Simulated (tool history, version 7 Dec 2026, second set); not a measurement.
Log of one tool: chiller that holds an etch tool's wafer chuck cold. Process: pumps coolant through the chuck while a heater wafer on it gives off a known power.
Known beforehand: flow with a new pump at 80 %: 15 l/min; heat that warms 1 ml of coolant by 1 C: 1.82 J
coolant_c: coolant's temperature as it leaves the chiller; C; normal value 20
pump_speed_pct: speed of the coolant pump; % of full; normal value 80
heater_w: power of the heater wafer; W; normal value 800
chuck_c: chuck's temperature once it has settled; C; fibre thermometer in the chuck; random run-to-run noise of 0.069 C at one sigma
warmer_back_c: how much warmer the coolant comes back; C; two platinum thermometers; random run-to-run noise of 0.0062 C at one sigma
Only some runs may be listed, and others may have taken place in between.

run,day,coolant_c,pump_speed_pct,heater_w,chuck_c,warmer_back_c
1,0,20,80,800,27.24,1.755
2,7.279,20,96,800,26.25,1.441
3,11.104,20,96,800,26.2,1.442
4,18.592,20,96,800,26.18,1.445
5,24.646,20,96,800,26.3,1.44
6,29.483,20,80,777,27.14,1.721
7,36.896,20,80,777,27.17,1.705
8,45.533,20,80,777,27.17,1.716
9,50.138,20,80,777,27.02,1.704
10,59.062,20,67,800,28.56,2.125
11,65.208,18,93,475,21.64,0.896
12,70.754,14,77,475,18.56,1.086

Run 13 is up next; what results do you expect?
13,74.688,22,80,744,?,?

chuck_c: 28.76 C
warmer_back_c: 1.629 C
With the hidden condition absent and the run-to-run variation left alone, this run would have shown chuck_c 28.74 C, warmer_back_c 1.628 C.

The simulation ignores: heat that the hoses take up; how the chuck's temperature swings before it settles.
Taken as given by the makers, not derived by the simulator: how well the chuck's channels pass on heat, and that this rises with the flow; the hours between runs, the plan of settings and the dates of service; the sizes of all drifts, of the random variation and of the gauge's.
